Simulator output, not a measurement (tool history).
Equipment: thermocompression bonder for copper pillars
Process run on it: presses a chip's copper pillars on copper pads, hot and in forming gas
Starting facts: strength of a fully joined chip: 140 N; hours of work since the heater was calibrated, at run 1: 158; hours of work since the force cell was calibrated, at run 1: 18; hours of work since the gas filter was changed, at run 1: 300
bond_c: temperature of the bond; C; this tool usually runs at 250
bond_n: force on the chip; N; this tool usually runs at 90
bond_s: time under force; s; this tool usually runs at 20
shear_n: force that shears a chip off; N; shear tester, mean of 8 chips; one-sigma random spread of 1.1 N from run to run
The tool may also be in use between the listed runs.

| run | hour | bond_c | bond_n | bond_s | hours of work since the heater was calibrated | hours of work since the force cell was calibrated | hours of work since the gas filter was changed | shear_n |
|---|---|---|---|---|---|---|---|---|
| 1 | 0 | 250 | 90 | 20 | 158 | 18 | 300 | 101.3 |
| 2 | 8.4 | 233 | 90 | 20 | 164 | 24 | 306 | 88.9 |
| 3 | 19.6 | 250 | 90 | 20 | 172 | 32 | 314 | 100.5 |
| 4 | 33 | 250 | 90 | 20 | 181 | 41 | 323 | 100.6 |
|  | 41.4 | forming gas filter changed |
| 5 | 49 | 250 | 90 | 20 | 192 | 52 | 5 | 101.2 |
| 6 | 56.2 | 269 | 90 | 20 | 197 | 56 | 10 | 114.6 |
| 7 | 67.7 | 241 | 90 | 20 | 205 | 64 | 18 | 93.9 |
| 8 | 80.9 | 241 | 90 | 20 | 214 | 74 | 27 | 96.8 |
| 9 | 98.1 | 241 | 90 | 20 | 226 | 85 | 39 | 95.4 |
| 10 | 106.9 | 241 | 90 | 20 | 232 | 92 | 45 | 94.4 |
| 11 | 121.3 | 241 | 90 | 20 | 242 | 102 | 55 | 94.5 |
| 12 | 137.7 | 248 | 90 | 20 | 253 | 113 | 67 | 101 |
| 13 | 150 | 248 | 90 | 20 | 262 | 121 | 75 | 99.9 |
| 14 | 166.9 | 253 | 56 | 20 | 273 | 133 | 87 | 70.5 |
| 15 | 176.1 | 225 | 56 | 32 | 280 | 139 | 93 | 61.2 |
| 16 | 183.4 | 272 | 128 | 28 | 285 | 145 | 98 | 135.3 |
| 17 | 191.8 | 229 | 93 | 20 | 291 | 150 | 104 | 88.4 |
| 18 | 206.9 | 242 | 90 | 57 | 301 | 161 | 115 | 118.3 |
| 19 | 221.9 | 249 | 88 | 12 | 311 | 171 | 125 | 86.8 |
| 20 | 234.6 | 250 | 90 | 14 | 320 | 180 | 134 | 93.1 |
| 21 | 242.7 | 250 | 83 | 20 | 326 | 186 | 139 | 95.6 |
| 22 | 254.1 | 258 | 90 | 41 | 334 | 193 | 147 | 121.7 |

Predict each of these 3 candidate next runs independently; none follows another, all start after run 22:
| A | 269.1 | 236 | 90 | 41 | 344 | 204 | 158 | ? |
| B | 269.1 | 265 | 74 | 26 | 344 | 204 | 158 | ? |
| C | 269.1 | 259 | 76 | 13 | 344 | 204 | 158 | ? |

| run | shear_n |
|---|---|
| A | 110.4 |
| B | 105.6 |
| C | 86.1 |
With no hidden state in the tool, these same runs would have given:
| run | shear_n |
|---|---|
| A | 110.4 |
| B | 105.5 |
| C | 86.1 |

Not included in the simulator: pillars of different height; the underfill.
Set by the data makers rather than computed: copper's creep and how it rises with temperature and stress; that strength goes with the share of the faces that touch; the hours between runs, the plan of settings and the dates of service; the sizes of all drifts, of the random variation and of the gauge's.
